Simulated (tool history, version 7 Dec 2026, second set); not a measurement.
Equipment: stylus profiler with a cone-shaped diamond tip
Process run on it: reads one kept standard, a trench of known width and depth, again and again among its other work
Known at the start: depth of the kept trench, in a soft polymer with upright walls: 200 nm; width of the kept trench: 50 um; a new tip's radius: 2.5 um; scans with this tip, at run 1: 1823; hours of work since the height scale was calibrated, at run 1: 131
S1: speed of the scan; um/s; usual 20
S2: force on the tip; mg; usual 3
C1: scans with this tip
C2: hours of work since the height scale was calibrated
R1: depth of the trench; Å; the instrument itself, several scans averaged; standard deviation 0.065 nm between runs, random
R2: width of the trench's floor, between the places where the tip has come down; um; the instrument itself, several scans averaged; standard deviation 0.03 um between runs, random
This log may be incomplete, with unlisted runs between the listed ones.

run     day  S1    S2    C1   C2      R1     R2
  1       0  20     3  1823  131  2038.2  47.82
  2   0.758  20     3  1971  142  2036.9   47.8
  3   2.162  20     3  2244  161  2037.8  47.85
  4   2.842  20     3  2376  171  2038.2   47.8
  5   4.346  20     3  2669  192    2037   47.8
  6   5.096  20     3  2815  202    2036  47.83
  7   6.675  20     3  3122  224  2037.3   47.8
  8   7.792  20     3  3340  240  2036.9   47.8
  9   9.267  12  6.92  3627  261  2065.6   47.9
 10  10.446  66     3  3857  277    2037  47.58
 11  11.421  14  1.27  4046  291    2019  47.76
 12   12.15  14  1.27  4188  301  2019.5  47.78
 13  12.933  49  1.95  4341  312  2026.8  47.66
 14  13.621  13  1.12  4474  321  2017.5  47.74

Each run again, without the hidden state but with its own random variation kept:
Unlogged tool condition in this case: radius of the tip, um; height scale over the true one, %; drift of the gauge itself on depth_nm, %; drift of the gauge itself on floor_um, %.
run      R1     R2
  1  2039.9  47.92
  2  2038.8   47.9
  3  2039.8  47.96
  4  2040.2  47.92
  5  2039.2  47.93
  6  2038.2  47.97
  7  2039.7  47.95
  8  2039.4  47.96
  9  2068.2  48.07
 10  2039.7  47.76
 11  2021.7  47.95
 12  2022.3  47.97
 13  2029.7  47.86
 14  2020.4  47.94
